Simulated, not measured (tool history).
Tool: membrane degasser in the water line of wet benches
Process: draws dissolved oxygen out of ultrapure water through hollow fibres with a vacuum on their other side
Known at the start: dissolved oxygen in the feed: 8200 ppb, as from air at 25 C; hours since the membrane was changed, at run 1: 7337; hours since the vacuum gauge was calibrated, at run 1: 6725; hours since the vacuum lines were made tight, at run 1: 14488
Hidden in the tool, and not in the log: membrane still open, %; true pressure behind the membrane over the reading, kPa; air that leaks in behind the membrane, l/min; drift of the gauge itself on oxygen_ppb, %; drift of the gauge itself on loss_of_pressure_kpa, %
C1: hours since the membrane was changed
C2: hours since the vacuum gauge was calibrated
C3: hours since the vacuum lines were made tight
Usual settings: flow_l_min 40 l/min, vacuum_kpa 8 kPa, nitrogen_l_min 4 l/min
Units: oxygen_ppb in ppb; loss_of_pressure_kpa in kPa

{"run": 1, "hour": 0.0, "flow_l_min": 40, "vacuum_kpa": 8, "nitrogen_l_min": 4, "C1": 7337, "C2": 6725, "C3": 14488, "oxygen_ppb": 129.4, "loss_of_pressure_kpa": 53.22}
{"run": 2, "hour": 155.1, "flow_l_min": 27, "vacuum_kpa": 8, "nitrogen_l_min": 4, "C1": 7492, "C2": 6880, "C3": 14643, "oxygen_ppb": 87.6, "loss_of_pressure_kpa": 35.98}
{"run": 3, "hour": 440.6, "flow_l_min": 40, "vacuum_kpa": 8, "nitrogen_l_min": 4, "C1": 7777, "C2": 7165, "C3": 14929, "oxygen_ppb": 130, "loss_of_pressure_kpa": 53.23}
{"run": 4, "hour": 647.2, "flow_l_min": 40, "vacuum_kpa": 8, "nitrogen_l_min": 4, "C1": 7984, "C2": 7372, "C3": 15135, "oxygen_ppb": 130.7, "loss_of_pressure_kpa": 53.42}
{"run": 5, "hour": 799.9, "flow_l_min": 40, "vacuum_kpa": 8, "nitrogen_l_min": 4, "C1": 8137, "C2": 7525, "C3": 15288, "oxygen_ppb": 129.8, "loss_of_pressure_kpa": 53.71}
{"hour": 859.8, "done": "vacuum gauge calibrated"}
{"hour": 968.7, "done": "seals of the vacuum lines changed"}
{"run": 6, "hour": 1015.6, "flow_l_min": 40, "vacuum_kpa": 8, "nitrogen_l_min": 2.61, "C1": 8350, "C2": 154, "C3": 47, "oxygen_ppb": 170.7, "loss_of_pressure_kpa": 53.29}
{"run": 7, "hour": 1186.1, "flow_l_min": 37, "vacuum_kpa": 8, "nitrogen_l_min": 2.61, "C1": 8520, "C2": 324, "C3": 217, "oxygen_ppb": 157.6, "loss_of_pressure_kpa": 49.44}
{"run": 8, "hour": 1382.2, "flow_l_min": 40, "vacuum_kpa": 8, "nitrogen_l_min": 4, "C1": 8716, "C2": 520, "C3": 413, "oxygen_ppb": 117.5, "loss_of_pressure_kpa": 53.54}
{"run": 9, "hour": 1500.8, "flow_l_min": 40, "vacuum_kpa": 8, "nitrogen_l_min": 4, "C1": 8835, "C2": 639, "C3": 532, "oxygen_ppb": 118.5, "loss_of_pressure_kpa": 53.28}
{"run": 10, "hour": 1754.6, "flow_l_min": 40, "vacuum_kpa": 8, "nitrogen_l_min": 4, "C1": 9089, "C2": 893, "C3": 786, "oxygen_ppb": 118.5, "loss_of_pressure_kpa": 54.09}
{"run": 11, "hour": 1887.7, "flow_l_min": 40, "vacuum_kpa": 8, "nitrogen_l_min": 4, "C1": 9222, "C2": 1026, "C3": 919, "oxygen_ppb": 118, "loss_of_pressure_kpa": 53.81}
{"run": 12, "hour": 2087.7, "flow_l_min": 40, "vacuum_kpa": 8, "nitrogen_l_min": 4, "C1": 9422, "C2": 1226, "C3": 1119, "oxygen_ppb": 118, "loss_of_pressure_kpa": 53.63}
{"run": 13, "hour": 2205.6, "flow_l_min": 35, "vacuum_kpa": 8, "nitrogen_l_min": 4, "C1": 9540, "C2": 1344, "C3": 1237, "oxygen_ppb": 102.9, "loss_of_pressure_kpa": 47.16}
{"run": 14, "hour": 2475.6, "flow_l_min": 35, "vacuum_kpa": 8, "nitrogen_l_min": 4, "C1": 9810, "C2": 1614, "C3": 1507, "oxygen_ppb": 103.8, "loss_of_pressure_kpa": 46.92}
{"run": 15, "hour": 2624.8, "flow_l_min": 40, "vacuum_kpa": 7.18, "nitrogen_l_min": 4, "C1": 9959, "C2": 1763, "C3": 1656, "oxygen_ppb": 100, "loss_of_pressure_kpa": 53.65}
{"run": 16, "hour": 2877.4, "flow_l_min": 40, "vacuum_kpa": 7.18, "nitrogen_l_min": 4, "C1": 10212, "C2": 2016, "C3": 1909, "oxygen_ppb": 101.4, "loss_of_pressure_kpa": 53.92}
{"run": 17, "hour": 3108.9, "flow_l_min": 40, "vacuum_kpa": 7.18, "nitrogen_l_min": 4, "C1": 10443, "C2": 2247, "C3": 2140, "oxygen_ppb": 100.7, "loss_of_pressure_kpa": 54.14}
{"run": 18, "hour": 3357.6, "flow_l_min": 29, "vacuum_kpa": 5.23, "nitrogen_l_min": 4, "C1": 10692, "C2": 2496, "C3": 2389, "oxygen_ppb": 38.5, "loss_of_pressure_kpa": 39.1}
{"run": 19, "hour": 3630.4, "flow_l_min": 29, "vacuum_kpa": 5.23, "nitrogen_l_min": 4, "C1": 10965, "C2": 2769, "C3": 2662, "oxygen_ppb": 38.2, "loss_of_pressure_kpa": 39.2}
{"run": 20, "hour": 3914.8, "flow_l_min": 29, "vacuum_kpa": 5.23, "nitrogen_l_min": 4, "C1": 11249, "C2": 3053, "C3": 2946, "oxygen_ppb": 38.2, "loss_of_pressure_kpa": 39.27}
{"run": 21, "hour": 4166.0, "flow_l_min": 29, "vacuum_kpa": 5.23, "nitrogen_l_min": 4, "C1": 11500, "C2": 3304, "C3": 3197, "oxygen_ppb": 39.8, "loss_of_pressure_kpa": 39.15}
{"run": 22, "hour": 4359.0, "flow_l_min": 40, "vacuum_kpa": 12.84, "nitrogen_l_min": 4, "C1": 11693, "C2": 3497, "C3": 3390, "oxygen_ppb": 232.8, "loss_of_pressure_kpa": 54.29}
{"run": 23, "hour": 4618.8, "flow_l_min": 40, "vacuum_kpa": 12.84, "nitrogen_l_min": 4, "C1": 11953, "C2": 3757, "C3": 3650, "oxygen_ppb": 233.8, "loss_of_pressure_kpa": 54.52}
{"run": 24, "hour": 4787.6, "flow_l_min": 35, "vacuum_kpa": 4.98, "nitrogen_l_min": 3.95, "C1": 12122, "C2": 3926, "C3": 3819, "oxygen_ppb": 44.9, "loss_of_pressure_kpa": 47.67}
{"run": 25, "hour": 4976.8, "flow_l_min": 24, "vacuum_kpa": 9.38, "nitrogen_l_min": 4, "C1": 12311, "C2": 4115, "C3": 4008, "oxygen_ppb": 92.3, "loss_of_pressure_kpa": 32.61}
{"run": 26, "hour": 5107.7, "flow_l_min": 24, "vacuum_kpa": 9.38, "nitrogen_l_min": 4, "C1": 12442, "C2": 4246, "C3": 4139, "oxygen_ppb": 93.7, "loss_of_pressure_kpa": 32.45}
{"run": 27, "hour": 5246.7, "flow_l_min": 40, "vacuum_kpa": 7.16, "nitrogen_l_min": 4, "C1": 12581, "C2": 4385, "C3": 4278, "oxygen_ppb": 104.6, "loss_of_pressure_kpa": 54.64}
{"run": 28, "hour": 5408.3, "flow_l_min": 40, "vacuum_kpa": 7.16, "nitrogen_l_min": 4, "C1": 12742, "C2": 4546, "C3": 4440, "oxygen_ppb": 103.9, "loss_of_pressure_kpa": 54.35}
{"run": 29, "hour": 5580.8, "flow_l_min": 40, "vacuum_kpa": 9.97, "nitrogen_l_min": 8.73, "C1": 12915, "C2": 4719, "C3": 4612, "oxygen_ppb": 85.9, "loss_of_pressure_kpa": 54.58}
{"run": 30, "hour": 5860.1, "flow_l_min": 40, "vacuum_kpa": 9.97, "nitrogen_l_min": 8.73, "C1": 13194, "C2": 4998, "C3": 4891, "oxygen_ppb": 85.5, "loss_of_pressure_kpa": 54.89}
{"run": 31, "hour": 6048.3, "flow_l_min": 40, "vacuum_kpa": 4.94, "nitrogen_l_min": 8.73, "C1": 13382, "C2": 5186, "C3": 5080, "oxygen_ppb": 28.8, "loss_of_pressure_kpa": 54.85}
{"run": 32, "hour": 6224.8, "flow_l_min": 55, "vacuum_kpa": 9.62, "nitrogen_l_min": 2.12, "C1": 13559, "C2": 5363, "C3": 5256, "oxygen_ppb": 386.3, "loss_of_pressure_kpa": 75.3}

Hidden state or all else? Some run-to-run changes of oxygen_ppb, split into what the settings, what came in and random variation would give without the hidden state, and what is left for the hidden state (with any gauge scatter that isn't in both results):
Run 2 -> 3: flow_l_min 27 -> 40. oxygen_ppb +42.4 ppb: hidden state +3.9, all else +38.5.
Run 5 -> 6: nitrogen_l_min 4 -> 2.61, vacuum gauge calibrated, seals of the vacuum lines changed. oxygen_ppb +40.9 ppb: hidden state -13, all else +53.9.
Run 21 -> 22: flow_l_min 29 -> 40, vacuum_kpa 5.23 -> 12.84. oxygen_ppb +193 ppb: hidden state +3.4, all else +189.6.
Run 23 -> 24: flow_l_min 40 -> 35, vacuum_kpa 12.84 -> 4.98, nitrogen_l_min 4 -> 3.95. oxygen_ppb -188.9 ppb: hidden state -1.7, all else -187.2.
Run 31 -> 32: flow_l_min 40 -> 55, vacuum_kpa 4.94 -> 9.62, nitrogen_l_min 8.73 -> 2.12. oxygen_ppb +357.5 ppb: hidden state +16.9, all else +340.6.
